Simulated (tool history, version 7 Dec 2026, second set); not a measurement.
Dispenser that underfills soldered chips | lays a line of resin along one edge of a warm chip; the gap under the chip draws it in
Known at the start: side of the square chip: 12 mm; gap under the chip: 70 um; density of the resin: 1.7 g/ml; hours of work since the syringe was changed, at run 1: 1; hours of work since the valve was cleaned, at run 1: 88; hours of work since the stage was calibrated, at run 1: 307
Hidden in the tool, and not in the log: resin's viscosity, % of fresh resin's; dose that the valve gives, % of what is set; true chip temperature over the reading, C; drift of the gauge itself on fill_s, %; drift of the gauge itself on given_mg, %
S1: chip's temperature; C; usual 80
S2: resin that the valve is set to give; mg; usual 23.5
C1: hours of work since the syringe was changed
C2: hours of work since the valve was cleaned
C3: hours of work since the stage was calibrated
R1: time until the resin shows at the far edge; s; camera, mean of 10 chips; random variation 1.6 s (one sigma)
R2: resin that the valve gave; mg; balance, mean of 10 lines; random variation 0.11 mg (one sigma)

run 1 hour=0.0 | S1=80 S2=23.5 | C1=1 C2=88 C3=307 | R1=165.6 R2=22.20
run 2 hour=9.1 | S1=80 S2=23.5 | C1=7 C2=94 C3=312 | R1=219.4 R2=21.93
-- hour=15.3 new syringe of resin
run 3 hour=21.2 | S1=80 S2=23.5 | C1=4 C2=101 C3=320 | R1=191.9 R2=21.86
run 4 hour=30.0 | S1=80 S2=23.5 | C1=9 C2=107 C3=325 | R1=246.9 R2=22.05
-- hour=32.0 new syringe of resin
run 5 hour=39.4 | S1=80 S2=23.5 | C1=5 C2=113 C3=331 | R1=199.7 R2=21.85
-- hour=49.0 new syringe of resin
run 6 hour=52.1 | S1=80 S2=22.6 | C1=2 C2=121 C3=339 | R1=178.1 R2=20.82
run 7 hour=59.7 | S1=72 S2=23.5 | C1=7 C2=125 C3=344 | R1=332.3 R2=21.42
-- hour=65.9 new syringe of resin
run 8 hour=70.3 | S1=72 S2=23.5 | C1=3 C2=132 C3=351 | R1=277.4 R2=21.39
run 9 hour=81.4 | S1=72 S2=23.5 | C1=10 C2=139 C3=358 | R1=386.6 R2=21.36
-- hour=82.5 new syringe of resin
run 10 hour=94.1 | S1=72 S2=23.5 | C1=7 C2=147 C3=366 | R1=341.4 R2=21.29
-- hour=98.6 dispensing valve cleaned and set on the balance
-- hour=100.1 new syringe of resin
run 11 hour=101.8 | S1=80 S2=23.5 | C1=1 C2=2 C3=370 | R1=167.1 R2=23.60
run 12 hour=107.9 | S1=74 S2=23.5 | C1=5 C2=6 C3=374 | R1=270.8 R2=23.48
-- hour=116.7 new syringe of resin
run 13 hour=116.7 | S1=74 S2=23.5 | C1=0 C2=11 C3=379 | R1=212.1 R2=23.55
run 14 hour=126.4 | S1=80 S2=23.5 | C1=6 C2=17 C3=385 | R1=210.2 R2=23.39
-- hour=133.2 new syringe of resin
run 15 hour=133.2 | S1=83 S2=23.5 | C1=0 C2=22 C3=389 | R1=140.4 R2=23.23
run 16 hour=144.5 | S1=81 S2=23.5 | C1=7 C2=29 C3=397 | R1=214.8 R2=23.25
-- hour=149.8 new syringe of resin
run 17 hour=154.8 | S1=81 S2=23.5 | C1=3 C2=35 C3=403 | R1=178.9 R2=23.07
-- hour=166.5 new syringe of resin
run 18 hour=167.2 | S1=81 S2=23.5 | C1=0 C2=43 C3=411 | R1=156.5 R2=23.04
run 19 hour=179.3 | S1=91 S2=29.1 | C1=8 C2=51 C3=419 | R1=136.6 R2=28.17
-- hour=183.6 new syringe of resin
run 20 hour=189.1 | S1=83 S2=26.9 | C1=4 C2=57 C3=425 | R1=159.6 R2=26.04
run 21 hour=197.9 | S1=83 S2=26.9 | C1=9 C2=62 C3=430 | R1=210.0 R2=25.92
-- hour=200.3 new syringe of resin
run 22 hour=208.4 | S1=76 S2=24.5 | C1=5 C2=69 C3=437 | R1=242.2 R2=23.33
-- hour=217.0 new syringe of resin
run 23 hour=217.4 | S1=80 S2=30.1 | C1=0 C2=74 C3=442 | R1=156.6 R2=28.72
run 24 hour=225.2 | S1=88 S2=21.3 | C1=5 C2=79 C3=447 | R1=145.5 R2=20.20
run 25 hour=232.3 | S1=88 S2=26.4 | C1=10 C2=84 C3=452 | R1=167.1 R2=24.97
-- hour=233.9 new syringe of resin
run 26 hour=242.3 | S1=84 S2=20.4 | C1=5 C2=90 C3=458 | R1=181.3 R2=19.26
run 27 hour=249.4 | S1=84 S2=20.4 | C1=10 C2=95 C3=463 | R1=229.7 R2=19.16
-- hour=250.9 new syringe of resin
run 28 hour=255.3 | S1=67 S2=29.4 | C1=3 C2=98 C3=466 | R1=340.1 R2=27.55
run 29 hour=261.0 | S1=67 S2=24.8 | C1=7 C2=102 C3=470 | R1=418.0 R2=23.19
-- hour=268.3 new syringe of resin
run 30 hour=269.3 | S1=94 S2=24.8 | C1=1 C2=107 C3=475 | R1=87.9 R2=22.95
run 31 hour=279.2 | S1=80 S2=26.3 | C1=7 C2=113 C3=481 | R1=218.8 R2=24.27
-- hour=285.5 new syringe of resin
run 32 hour=289.4 | S1=80 S2=26.3 | C1=2 C2=120 C3=488 | R1=178.4 R2=24.13
run 33 hour=296.6 | S1=80 S2=26.3 | C1=7 C2=124 C3=492 | R1=218.6 R2=24.27
-- hour=302.4 new syringe of resin
run 34 hour=310.0 | S1=80 S2=24.8 | C1=5 C2=133 C3=500 | R1=206.2 R2=22.62
run 35 hour=316.2 | S1=75 S2=21.7 | C1=9 C2=137 C3=504 | R1=331.8 R2=19.69

Hidden state at the last listed run before each entry between runs and at the first one after, where it differs:
Between runs 2 and 3: new syringe of resin (hour 15.3)
  resin's viscosity, % of fresh resin's: 137.5 -> 118.8; dose that the valve gives, % of what is set: 93.78 -> 93.25; true chip temperature over the reading, C: -0.4 -> -0.42
  measured less the result without the state, R1: +65.3 -> +36.6 s; R2: -1.46 -> -1.59 mg
Between runs 4 and 5: new syringe of resin (hour 32.0)
  resin's viscosity, % of fresh resin's: 154.5 -> 124.2; dose that the valve gives, % of what is set: 92.84 -> 92.49; true chip temperature over the reading, C: -0.44 -> -0.46
  measured less the result without the state, R1: +93.6 -> +45.8 s; R2: -1.69 -> -1.77 mg
Between runs 5 and 6: new syringe of resin (hour 49.0)
  resin's viscosity, % of fresh resin's: 124.2 -> 111.1; dose that the valve gives, % of what is set: 92.49 -> 91.96; true chip temperature over the reading, C: -0.46 -> -0.48
  measured less the result without the state, R1: +45.8 -> +25.6 s; R2: -1.77 -> -1.82 mg
Between runs 7 and 8: new syringe of resin (hour 65.9)
  resin's viscosity, % of fresh resin's: 139.1 -> 115.7; dose that the valve gives, % of what is set: 91.59 -> 91.13; true chip temperature over the reading, C: -0.49 -> -0.51
  measured less the result without the state, R1: +105.2 -> +49.8 s; R2: -1.96 -> -2.08 mg
Between runs 9 and 10: new syringe of resin (hour 82.5)
  resin's viscosity, % of fresh resin's: 160.8 -> 142.4; dose that the valve gives, % of what is set: 90.66 -> 90.14; true chip temperature over the reading, C: -0.53 -> -0.55
  measured less the result without the state, R1: +159.0 -> +115.3 s; R2: -2.19 -> -2.32 mg
Between runs 10 and 11: dispensing valve cleaned and set on the balance (hour 98.6); new syringe of resin (hour 100.1)
  resin's viscosity, % of fresh resin's: 142.4 -> 105.5; dose that the valve gives, % of what is set: 90.14 -> 100.16; true chip temperature over the reading, C: -0.55 -> -0.56
  measured less the result without the state, R1: +115.3 -> +12.7 s; R2: -2.32 -> +0.04 mg
Between runs 12 and 13: new syringe of resin (hour 116.7)
  resin's viscosity, % of fresh resin's: 126.7 -> 100.2; dose that the valve gives, % of what is set: 99.91 -> 99.56; true chip temperature over the reading, C: -0.57 -> -0.58
  measured less the result without the state, R1: +63.0 -> +6.5 s; R2: -0.03 -> -0.10 mg
Between runs 14 and 15: new syringe of resin (hour 133.2)
  resin's viscosity, % of fresh resin's: 133.7 -> 101.2; dose that the valve gives, % of what is set: 99.13 -> 98.84; true chip temperature over the reading, C: -0.6 -> -0.61
  measured less the result without the state, R1: +57.9 -> +6.0 s; R2: -0.21 -> -0.27 mg
Between runs 16 and 17: new syringe of resin (hour 149.8)
  resin's viscosity, % of fresh resin's: 141.7 -> 116.7; dose that the valve gives, % of what is set: 98.39 -> 97.97; true chip temperature over the reading, C: -0.63 -> -0.65
  measured less the result without the state, R1: +68.2 -> +30.8 s; R2: -0.38 -> -0.47 mg
Between runs 17 and 18: new syringe of resin (hour 166.5)
  resin's viscosity, % of fresh resin's: 116.7 -> 102.9; dose that the valve gives, % of what is set: 97.97 -> 97.48; true chip temperature over the reading, C: -0.65 -> -0.67
  measured less the result without the state, R1: +30.8 -> +10.1 s; R2: -0.47 -> -0.60 mg
Between runs 19 and 20: new syringe of resin (hour 183.6)
  resin's viscosity, % of fresh resin's: 147.8 -> 117.2; dose that the valve gives, % of what is set: 96.97 -> 96.61; true chip temperature over the reading, C: -0.69 -> -0.71
  measured less the result without the state, R1: +47.3 -> +28.5 s; R2: -0.88 -> -0.91 mg
Between runs 21 and 22: new syringe of resin (hour 200.3)
  resin's viscosity, % of fresh resin's: 152.2 -> 127.1; dose that the valve gives, % of what is set: 96.22 -> 95.78; true chip temperature over the reading, C: -0.72 -> -0.74
  measured less the result without the state, R1: +77.5 -> +60.0 s; R2: -1.01 -> -1.03 mg
Between runs 22 and 23: new syringe of resin (hour 217.0)
  resin's viscosity, % of fresh resin's: 127.1 -> 100.8; dose that the valve gives, % of what is set: 95.78 -> 95.37; true chip temperature over the reading, C: -0.74 -> -0.75
  measured less the result without the state, R1: +60.0 -> +7.3 s; R2: -1.03 -> -1.39 mg
Between runs 25 and 26: new syringe of resin (hour 233.9)
  resin's viscosity, % of fresh resin's: 156.9 -> 128.7; dose that the valve gives, % of what is set: 94.76 -> 94.31; true chip temperature over the reading, C: -0.78 -> -0.8
  measured less the result without the state, R1: +65.2 -> +49.0 s; R2: -1.38 -> -1.15 mg
Between runs 27 and 28: new syringe of resin (hour 250.9)
  resin's viscosity, % of fresh resin's: 159.3 -> 115; dose that the valve gives, % of what is set: 94 -> 93.77; true chip temperature over the reading, C: -0.81 -> -0.82
  measured less the result without the state, R1: +94.6 -> +58.1 s; R2: -1.23 -> -1.84 mg
Between runs 29 and 30: new syringe of resin (hour 268.3)
  resin's viscosity, % of fresh resin's: 136.5 -> 104.1; dose that the valve gives, % of what is set: 93.5 -> 93.14; true chip temperature over the reading, C: -0.83 -> -0.84
  measured less the result without the state, R1: +128.7 -> +7.8 s; R2: -1.62 -> -1.68 mg
Between runs 31 and 32: new syringe of resin (hour 285.5)
  resin's viscosity, % of fresh resin's: 139.9 -> 111.6; dose that the valve gives, % of what is set: 92.71 -> 92.3; true chip temperature over the reading, C: -0.86 -> -0.87
  measured less the result without the state, R1: +70.7 -> +27.1 s; R2: -1.91 -> -2.03 mg
Between runs 33 and 34: new syringe of resin (hour 302.4)
  resin's viscosity, % of fresh resin's: 138.3 -> 126.5; dose that the valve gives, % of what is set: 92.01 -> 91.49; true chip temperature over the reading, C: -0.89 -> -0.91
  measured less the result without the state, R1: +69.2 -> +53.2 s; R2: -2.10 -> -2.10 mg
